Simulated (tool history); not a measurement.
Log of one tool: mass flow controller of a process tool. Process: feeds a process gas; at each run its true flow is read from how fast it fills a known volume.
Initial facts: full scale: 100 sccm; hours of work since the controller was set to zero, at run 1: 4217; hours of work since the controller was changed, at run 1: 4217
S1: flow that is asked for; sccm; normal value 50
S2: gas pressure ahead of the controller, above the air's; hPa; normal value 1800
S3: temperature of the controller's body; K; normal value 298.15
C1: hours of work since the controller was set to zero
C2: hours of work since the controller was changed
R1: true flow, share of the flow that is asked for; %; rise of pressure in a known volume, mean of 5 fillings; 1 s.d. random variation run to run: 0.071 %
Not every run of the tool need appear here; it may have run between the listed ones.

{"run": 1, "hour": 0.0, "S1": 50, "S2": 1800, "S3": 298.15, "C1": 4217, "C2": 4217, "R1": 99.66}
{"run": 2, "hour": 267.8, "S1": 50, "S2": 1800, "S3": 298.15, "C1": 4365, "C2": 4365, "R1": 99.53}
{"run": 3, "hour": 783.5, "S1": 50, "S2": 1800, "S3": 298.15, "C1": 4648, "C2": 4648, "R1": 99.32}
{"run": 4, "hour": 1339.8, "S1": 50, "S2": 1800, "S3": 298.15, "C1": 4954, "C2": 4954, "R1": 99.18}
{"run": 5, "hour": 1723.8, "S1": 50, "S2": 1800, "S3": 298.15, "C1": 5166, "C2": 5166, "R1": 99.0}
{"hour": 2067.1, "done": "controller's zero set anew"}
{"run": 6, "hour": 2210.6, "S1": 50, "S2": 1800, "S3": 298.15, "C1": 79, "C2": 5433, "R1": 98.83}
{"run": 7, "hour": 2493.6, "S1": 50, "S2": 1800, "S3": 298.15, "C1": 235, "C2": 5589, "R1": 98.67}
{"run": 8, "hour": 2978.9, "S1": 50, "S2": 1800, "S3": 298.15, "C1": 501, "C2": 5856, "R1": 98.53}
{"run": 9, "hour": 3374.5, "S1": 50, "S2": 1800, "S3": 298.15, "C1": 719, "C2": 6073, "R1": 98.37}
{"run": 10, "hour": 3905.5, "S1": 50, "S2": 1800, "S3": 298.15, "C1": 1011, "C2": 6365, "R1": 98.2}
{"run": 11, "hour": 4257.4, "S1": 50, "S2": 1800, "S3": 298.15, "C1": 1205, "C2": 6559, "R1": 97.89}
{"hour": 4594.8, "done": "controller exchanged for a calibrated one"}
{"run": 12, "hour": 4642.4, "S1": 32, "S2": 1800, "S3": 298.15, "C1": 26, "C2": 26, "R1": 97.68}
{"run": 13, "hour": 5085.1, "S1": 50, "S2": 1800, "S3": 298.15, "C1": 270, "C2": 270, "R1": 97.77}
{"run": 14, "hour": 5540.6, "S1": 50, "S2": 2420, "S3": 298.15, "C1": 520, "C2": 520, "R1": 97.25}
{"run": 15, "hour": 5901.5, "S1": 50, "S2": 1800, "S3": 298.15, "C1": 719, "C2": 719, "R1": 97.3}
{"run": 16, "hour": 6179.0, "S1": 50, "S2": 1800, "S3": 295.15, "C1": 871, "C2": 871, "R1": 97.43}
{"run": 17, "hour": 6695.0, "S1": 39, "S2": 1800, "S3": 298.15, "C1": 1155, "C2": 1155, "R1": 96.91}
{"run": 18, "hour": 7044.6, "S1": 50, "S2": 2440, "S3": 298.15, "C1": 1347, "C2": 1347, "R1": 96.57}
{"hour": 7399.7, "done": "gauge calibrated"}
{"run": 19, "hour": 7596.3, "S1": 35, "S2": 1800, "S3": 298.15, "C1": 1651, "C2": 1651, "R1": 99.51}
{"run": 20, "hour": 8065.2, "S1": 35, "S2": 1800, "S3": 298.15, "C1": 1909, "C2": 1909, "R1": 99.29}
{"run": 21, "hour": 8424.6, "S1": 68, "S2": 1800, "S3": 298.15, "C1": 2106, "C2": 2106, "R1": 99.38}
{"run": 22, "hour": 8795.2, "S1": 68, "S2": 1770, "S3": 298.15, "C1": 2310, "C2": 2310, "R1": 99.24}
{"run": 23, "hour": 9146.7, "S1": 68, "S2": 1770, "S3": 298.15, "C1": 2503, "C2": 2503, "R1": 99.23}
{"run": 24, "hour": 9400.8, "S1": 50, "S2": 1800, "S3": 298.15, "C1": 2643, "C2": 2643, "R1": 98.87}
{"run": 25, "hour": 9787.9, "S1": 36, "S2": 1800, "S3": 298.15, "C1": 2856, "C2": 2856, "R1": 98.61}
{"run": 26, "hour": 10083.0, "S1": 22, "S2": 2220, "S3": 298.15, "C1": 3018, "C2": 3018, "R1": 98.27}
{"run": 27, "hour": 10595.6, "S1": 22, "S2": 2220, "S3": 298.15, "C1": 3300, "C2": 3300, "R1": 97.98}
{"run": 28, "hour": 11033.9, "S1": 34, "S2": 1680, "S3": 295.15, "C1": 3541, "C2": 3541, "R1": 98.57}
{"run": 29, "hour": 11431.9, "S1": 27, "S2": 2010, "S3": 305.15, "C1": 3760, "C2": 3760, "R1": 97.61}
{"run": 30, "hour": 11716.4, "S1": 24, "S2": 1800, "S3": 311.15, "C1": 3917, "C2": 3917, "R1": 97.2}
{"run": 31, "hour": 12100.8, "S1": 10, "S2": 2300, "S3": 300.15, "C1": 4128, "C2": 4128, "R1": 97.17}
{"run": 32, "hour": 12646.8, "S1": 10, "S2": 1970, "S3": 301.15, "C1": 4428, "C2": 4428, "R1": 97.2}
{"run": 33, "hour": 13002.6, "S1": 39, "S2": 2760, "S3": 311.15, "C1": 4624, "C2": 4624, "R1": 96.25}
{"run": 34, "hour": 13516.2, "S1": 50, "S2": 1800, "S3": 298.15, "C1": 4907, "C2": 4907, "R1": 97.25}
{"run": 35, "hour": 13810.7, "S1": 79, "S2": 1800, "S3": 298.15, "C1": 5069, "C2": 5069, "R1": 97.4}

The next listed run, before its measurement:
{"hour": 14326.7, "done": "controller's zero set anew"}
{"run": 36, "hour": 14326.7, "S1": 47, "S2": 1800, "S3": 298.15, "C1": 0, "C2": 5352, "R1": "?"}

{"run 36": {"R1": 96.96}}
Were there no unlogged condition in the tool, this run, its random variation unchanged, would have produced R1 99.68 %.

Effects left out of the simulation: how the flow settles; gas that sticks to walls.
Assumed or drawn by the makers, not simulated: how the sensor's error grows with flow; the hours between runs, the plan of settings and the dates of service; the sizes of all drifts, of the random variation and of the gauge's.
